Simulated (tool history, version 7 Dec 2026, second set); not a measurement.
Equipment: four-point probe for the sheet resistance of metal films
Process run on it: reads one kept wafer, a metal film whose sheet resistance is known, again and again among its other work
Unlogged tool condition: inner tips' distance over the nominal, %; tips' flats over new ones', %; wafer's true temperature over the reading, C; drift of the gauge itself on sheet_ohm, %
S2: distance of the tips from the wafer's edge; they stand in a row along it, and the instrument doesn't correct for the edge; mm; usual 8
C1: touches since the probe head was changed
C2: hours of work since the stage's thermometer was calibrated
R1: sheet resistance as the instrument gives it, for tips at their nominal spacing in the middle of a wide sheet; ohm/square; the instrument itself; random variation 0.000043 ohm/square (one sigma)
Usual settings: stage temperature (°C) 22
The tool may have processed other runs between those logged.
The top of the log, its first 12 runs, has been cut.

{"run": 13, "hour": 393.2, "stage temperature (°C)": 18, "S2": 11, "C1": 124768, "C2": 957, "R1": 0.216029}
{"run": 14, "hour": 416.3, "stage temperature (°C)": 27, "S2": 11, "C1": 125778, "C2": 968, "R1": 0.217242}
{"run": 15, "hour": 448.1, "stage temperature (°C)": 22, "S2": 8, "C1": 127164, "C2": 984, "R1": 0.216746}
{"run": 16, "hour": 484.5, "stage temperature (°C)": 22, "S2": 8, "C1": 128755, "C2": 1002, "R1": 0.216715}
{"run": 17, "hour": 523.5, "stage temperature (°C)": 22, "S2": 8, "C1": 130458, "C2": 1021, "R1": 0.21675}
{"run": 18, "hour": 564.6, "stage temperature (°C)": 33, "S2": 8, "C1": 132251, "C2": 1041, "R1": 0.218019}
{"run": 19, "hour": 591.2, "stage temperature (°C)": 29, "S2": 39, "C1": 133414, "C2": 1054, "R1": 0.217228}
{"run": 20, "hour": 628.6, "stage temperature (°C)": 24, "S2": 8, "C1": 135045, "C2": 1072, "R1": 0.216968}
{"run": 21, "hour": 649.8, "stage temperature (°C)": 24, "S2": 17, "C1": 135970, "C2": 1083, "R1": 0.216607}
{"run": 22, "hour": 671.2, "stage temperature (°C)": 27, "S2": 8, "C1": 136904, "C2": 1093, "R1": 0.217294}
{"run": 23, "hour": 713.7, "stage temperature (°C)": 31, "S2": 8, "C1": 138759, "C2": 1114, "R1": 0.217702}
{"run": 24, "hour": 734.7, "stage temperature (°C)": 19, "S2": 4, "C1": 139678, "C2": 1125, "R1": 0.217634}
{"run": 25, "hour": 765.8, "stage temperature (°C)": 20, "S2": 7, "C1": 141036, "C2": 1140, "R1": 0.216455}
{"run": 26, "hour": 803.7, "stage temperature (°C)": 19, "S2": 42, "C1": 142691, "C2": 1159, "R1": 0.215786}
{"run": 27, "hour": 837.1, "stage temperature (°C)": 27, "S2": 8, "C1": 144147, "C2": 1175, "R1": 0.217161}
{"run": 28, "hour": 860.1, "stage temperature (°C)": 27, "S2": 8, "C1": 145153, "C2": 1186, "R1": 0.217152}
{"run": 29, "hour": 891.8, "stage temperature (°C)": 29, "S2": 6, "C1": 146538, "C2": 1202, "R1": 0.217835}
{"run": 30, "hour": 922.6, "stage temperature (°C)": 29, "S2": 8, "C1": 147881, "C2": 1217, "R1": 0.217419}
{"run": 31, "hour": 964.5, "stage temperature (°C)": 24, "S2": 8, "C1": 149711, "C2": 1238, "R1": 0.21681}
{"run": 32, "hour": 998.9, "stage temperature (°C)": 33, "S2": 4, "C1": 151210, "C2": 1255, "R1": 0.219309}
{"run": 33, "hour": 1021.6, "stage temperature (°C)": 33, "S2": 4, "C1": 152203, "C2": 1266, "R1": 0.219293}
{"run": 34, "hour": 1060.4, "stage temperature (°C)": 32, "S2": 43, "C1": 153899, "C2": 1285, "R1": 0.21733}
{"run": 35, "hour": 1080.9, "stage temperature (°C)": 29, "S2": 34, "C1": 154791, "C2": 1295, "R1": 0.216908}

3 options for the next run, each taken on its own from the tool as it stands now. Forecast them:
{"run": "A", "hour": 1101.2, "stage temperature (°C)": 29, "S2": 4, "C1": 155678, "C2": 1305, "R1": "?"}
{"run": "B", "hour": 1101.2, "stage temperature (°C)": 20, "S2": 55, "C1": 155678, "C2": 1305, "R1": "?"}
{"run": "C", "hour": 1101.2, "stage temperature (°C)": 22, "S2": 3, "C1": 155678, "C2": 1305, "R1": "?"}

run=A R1=0.218696
run=B R1=0.215808
run=C R1=0.219157
What these runs would have given with no unlogged condition in the tool:
run=A R1=0.218937
run=B R1=0.216056
run=C R1=0.219407
